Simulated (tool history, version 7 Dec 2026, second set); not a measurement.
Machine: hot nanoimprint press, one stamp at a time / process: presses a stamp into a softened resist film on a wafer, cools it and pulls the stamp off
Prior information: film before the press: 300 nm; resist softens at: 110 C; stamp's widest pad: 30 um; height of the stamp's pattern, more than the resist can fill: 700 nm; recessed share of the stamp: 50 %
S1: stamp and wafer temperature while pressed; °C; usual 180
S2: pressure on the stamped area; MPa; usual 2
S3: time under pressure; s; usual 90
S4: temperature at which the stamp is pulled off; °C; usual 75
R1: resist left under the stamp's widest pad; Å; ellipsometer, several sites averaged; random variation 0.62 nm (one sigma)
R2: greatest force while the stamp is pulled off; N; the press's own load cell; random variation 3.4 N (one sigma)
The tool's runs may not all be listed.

run 1 day=0 | S1=180 S2=2 S3=90 S4=75 | R1=1563 R2=158
run 2 day=0.188 | S1=180 S2=2 S3=90 S4=75 | R1=1563 R2=173
run 3 day=0.496 | S1=180 S2=2 S3=90 S4=75 | R1=1562 R2=166
-- day=1.021 stamp cleaned and given a new release coat
run 4 day=1.108 | S1=173 S2=2 S3=90 S4=75 | R1=2070 R2=158
run 5 day=1.5 | S1=180 S2=2 S3=90 S4=75 | R1=1561 R2=156
run 6 day=1.879 | S1=180 S2=2 S3=90 S4=61 | R1=1560 R2=183
run 7 day=2.242 | S1=180 S2=2 S3=90 S4=61 | R1=1567 R2=191
run 8 day=2.421 | S1=180 S2=2 S3=90 S4=61 | R1=1559 R2=189
run 9 day=2.688 | S1=180 S2=2 S3=90 S4=75 | R1=1553 R2=162
run 10 day=2.962 | S1=172 S2=2 S3=90 S4=75 | R1=2146 R2=162
run 11 day=3.246 | S1=172 S2=2 S3=90 S4=75 | R1=2130 R2=156
run 12 day=3.446 | S1=180 S2=2 S3=90 S4=75 | R1=1554 R2=164
run 13 day=3.662 | S1=191 S2=2 S3=90 S4=75 | R1=942 R2=161
run 14 day=4.029 | S1=191 S2=2 S3=90 S4=75 | R1=948 R2=159
-- day=4.221 plate thermocouple calibrated
run 15 day=4.529 | S1=180 S2=2 S3=90 S4=75 | R1=1546 R2=167
run 16 day=4.842 | S1=180 S2=1.28 S3=83 S4=65 | R1=1947 R2=178
run 17 day=5.233 | S1=185 S2=2 S3=90 S4=69 | R1=1224 R2=176
run 18 day=5.454 | S1=185 S2=2 S3=90 S4=75 | R1=1232 R2=166
run 19 day=5.792 | S1=185 S2=2 S3=90 S4=75 | R1=1237 R2=164
run 20 day=6.012 | S1=185 S2=2 S3=90 S4=75 | R1=1229 R2=161
run 21 day=6.221 | S1=170 S2=2 S3=90 S4=75 | R1=2257 R2=161
run 22 day=6.408 | S1=170 S2=2 S3=90 S4=75 | R1=2257 R2=161
run 23 day=6.6 | S1=170 S2=2 S3=90 S4=75 | R1=2266 R2=163
run 24 day=6.854 | S1=182 S2=2 S3=54 S4=75 | R1=1641 R2=157
run 25 day=7.033 | S1=168 S2=2 S3=151 S4=75 | R1=2173 R2=163
-- day=7.296 gauge calibrated
run 26 day=7.429 | S1=180 S2=2 S3=90 S4=61 | R1=1566 R2=196
run 27 day=7.788 | S1=176 S2=2 S3=150 S4=75 | R1=1612 R2=156
run 28 day=8.079 | S1=180 S2=2.08 S3=80 S4=66 | R1=1602 R2=182
run 29 day=8.379 | S1=180 S2=1.67 S3=90 S4=81 | R1=1716 R2=151

For some of the steps in R1 from one run to the next: how much would appear even if the tool had no hidden state, given the settings, what came in and random variation, and how much remains for the hidden state plus any gauge scatter that the measured result and the result without hidden state don't share?
The tool's hidden condition here consists of: true temperature over the reading, C; pressure that arrives at the usual setting, %; grip of the stamp's worn release coat, % over a new coat's; drift of the gauge itself on residual_nm, %; drift of the gauge itself on pull_off_n, %.
Run 16 -> 17: S1 180 -> 185, S2 1.28 -> 2, S3 83 -> 90, S4 65 -> 69. R1 -723 Å: hidden state +11, all else -734.
Run 20 -> 21: S1 185 -> 170. R1 +1028 Å: hidden state -24, all else +1052.
Run 25 -> 26: S1 168 -> 180, S3 151 -> 90, S4 75 -> 61, gauge calibrated. R1 -607 Å: hidden state +52, all else -659.

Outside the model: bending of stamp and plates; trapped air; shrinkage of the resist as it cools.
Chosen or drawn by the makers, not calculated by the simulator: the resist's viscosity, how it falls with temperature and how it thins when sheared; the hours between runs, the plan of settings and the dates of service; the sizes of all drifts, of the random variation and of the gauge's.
